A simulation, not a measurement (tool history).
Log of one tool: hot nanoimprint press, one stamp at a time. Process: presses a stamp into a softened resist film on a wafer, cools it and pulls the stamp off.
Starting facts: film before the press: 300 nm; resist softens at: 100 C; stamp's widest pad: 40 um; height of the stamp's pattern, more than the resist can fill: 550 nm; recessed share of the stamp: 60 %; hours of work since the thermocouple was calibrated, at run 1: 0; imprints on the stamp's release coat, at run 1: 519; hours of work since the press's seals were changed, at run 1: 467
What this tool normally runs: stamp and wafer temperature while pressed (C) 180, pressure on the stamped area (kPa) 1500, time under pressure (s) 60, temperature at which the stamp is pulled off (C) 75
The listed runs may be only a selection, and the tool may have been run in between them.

run    hour  stamp and wafer temperature while pressed (C)  pressure on the stamped area (kPa)  time under pressure (s)  temperature at which the stamp is pulled off (C)  hours of work since the thermocouple was calibrated  imprints on the stamp's release coat  hours of work since the press's seals were changed  resist left under the stamp's widest pad (Å)  greatest force while the stamp is pulled off (N)
  1       0                                            180                                1500                       60                                                75                                                    0                                   519                                                 467                                          1839                                               152
  2      69                                            180                                1500                       60                                                75                                                   48                                   804                                                 515                                          1851                                               159
  3   124.5                                            180                                1500                       60                                                75                                                   86                                  1034                                                 553                                          1858                                               166
      160.4  -- stamp cleaned and given a new release coat
  4   200.9                                            180                                1500                       60                                                75                                                  135                                   168                                                 602                                          1859                                               146
  5   268.6                                            180                                1500                       60                                                75                                                  182                                   447                                                 649                                          1883                                               154
  6   318.7                                            180                                1500                       60                                                71                                                  217                                   655                                                 684                                          1866                                               157
  7     358                                            180                                1500                       60                                                63                                                  244                                   817                                                 711                                          1882                                               183
  8   415.5                                            180                                1500                       60                                                63                                                  284                                  1055                                                 751                                          1910                                               191
        432  -- plate thermocouple calibrated
      448.5  -- stamp cleaned and given a new release coat
  9   492.1                                            180                                1500                       60                                                63                                                   37                                   180                                                 798                                          1848                                               170
 10   529.7                                            180                                1280                       60                                                75                                                   64                                   336                                                 824                                          1951                                               152
 11   578.8                                            180                                1280                       60                                                75                                                   98                                   539                                                 858                                          1944                                               154
 12   632.6                                            180                                1280                       60                                                75                                                  135                                   761                                                 895                                          1961                                               166
 13   674.4                                            180                                1500                       60                                                75                                                  164                                   934                                                 924                                          1886                                               163
 14   716.4                                            180                                1500                       60                                                75                                                  193                                  1108                                                 953                                          1895                                               172
      737.8  -- stamp cleaned and given a new release coat
 15   765.3                                            180                                1500                       60                                                75                                                  223                                   114                                                 983                                          1886                                               137
 16   810.7                                            188                                1500                       60                                                75                                                  254                                   302                                                1014                                          1373                                               143
 17   849.6                                            188                                1500                       60                                                75                                                  281                                   463                                                1041                                          1366                                               146
        867  -- plate thermocouple calibrated
      900.5  -- press's hydraulic seals changed and the load cell set to zero
 18   911.5                                            172                                1280                       51                                                73                                                   25                                   673                                                   8                                          2491                                               157
 19   944.4                                            185                                1480                       49                                                70                                                   48                                   809                                                  30                                          1603                                               167
 20   980.1                                            171                                1480                       47                                                70                                                   73                                   956                                                  55                                          2497                                               178
 21  1014.1                                            187                                1200                       76                                                70                                                   96                                  1097                                                  79                                          1371                                               179
     1034.3  -- stamp cleaned and given a new release coat
 22  1082.6                                            183                                1280                       50                                                60                                                  140                                   199                                                 122                                          1813                                               169
 23  1122.5                                            168                                 960                       43                                                71                                                  167                                   364                                                 150                                          2778                                               159
 24  1176.3                                            180                                1770                       60                                                75                                                  205                                   587                                                 187                                          1735                                               153
 25  1212.4                                            180                                1500                       69                                                75                                                  230                                   736                                                 212                                          1765                                               151
 26  1260.6                                            180                                1500                       69                                                75                                                  263                                   935                                                 245                                          1771                                               170
     1302.9  -- plate thermocouple calibrated
     1323.5  -- stamp cleaned and given a new release coat
 27  1330.4                                            180                                1110                       64                                                75                                                   15                                    29                                                 288                                          1956                                               140
 28  1370.8                                            184                                1430                       60                                                65                                                   43                                   196                                                 316                                          1599                                               165

Predict the results of run 29:
 29  1417.8                                            184                                1430                       60                                                65                                                   75                                   390                                                 348                                             ?                                                 ?

resist left under the stamp's widest pad (Å): 1583
greatest force while the stamp is pulled off (N): 170
If the tool had no hidden condition, the same run with the same run-to-run variation would have returned resist left under the stamp's widest pad (Å) 1553, greatest force while the stamp is pulled off (N) 157.

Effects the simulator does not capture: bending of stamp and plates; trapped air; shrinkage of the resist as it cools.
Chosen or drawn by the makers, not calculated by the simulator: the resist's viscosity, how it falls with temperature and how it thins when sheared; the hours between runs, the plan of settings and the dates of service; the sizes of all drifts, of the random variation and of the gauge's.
